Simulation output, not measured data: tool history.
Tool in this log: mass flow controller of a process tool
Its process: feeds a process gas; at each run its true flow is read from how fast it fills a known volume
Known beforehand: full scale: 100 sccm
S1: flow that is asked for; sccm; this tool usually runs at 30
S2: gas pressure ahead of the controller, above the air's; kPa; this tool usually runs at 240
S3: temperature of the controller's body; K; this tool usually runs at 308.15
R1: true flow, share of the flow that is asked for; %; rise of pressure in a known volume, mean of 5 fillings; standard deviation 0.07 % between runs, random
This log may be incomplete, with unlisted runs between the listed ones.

run,day,S1,S2,S3,R1
1,0,30,240,308.15,98.92
2,4.821,30,240,308.15,99.13
3,8.512,22,240,308.15,99.12
4,13.392,22,240,308.15,99.19
5,19.275,22,240,308.15,99.48
6,24.2,22,240,308.15,99.69
7,27.396,30,240,308.15,100.01
8,31.629,30,240,308.15,100.12
9,35.65,30,240,308.15,100.2
10,39.075,30,232,308.15,100.2
11,41.538,30,232,308.15,100.48
12,44.538,30,232,308.15,100.49
13,48.417,30,240,297.15,100.4
14,52.7,30,240,297.15,100.44
# day 55.662: gauge calibrated
15,58.271,30,240,297.15,98.78
16,64.062,30,240,308.15,99.27
17,69.796,16,240,308.15,99.05
18,75.329,30,240,308.15,99.73
19,79.879,30,156,308.15,99.15
20,85.671,30,156,308.15,99.61
21,88.342,94,251,295.15,101.35
22,93.017,94,251,295.15,101.54
23,95.579,94,251,295.15,101.72
24,100.558,21,227,309.15,100.35
25,104.333,21,227,309.15,100.36

Expected results for the next run?
26,108.683,12,148,303.15,?

Run 26 produced R1 99.69 %.
Take away the tool's hidden state, keep the run-to-run variation as it was, and the same run would have given R1 97.79 %.

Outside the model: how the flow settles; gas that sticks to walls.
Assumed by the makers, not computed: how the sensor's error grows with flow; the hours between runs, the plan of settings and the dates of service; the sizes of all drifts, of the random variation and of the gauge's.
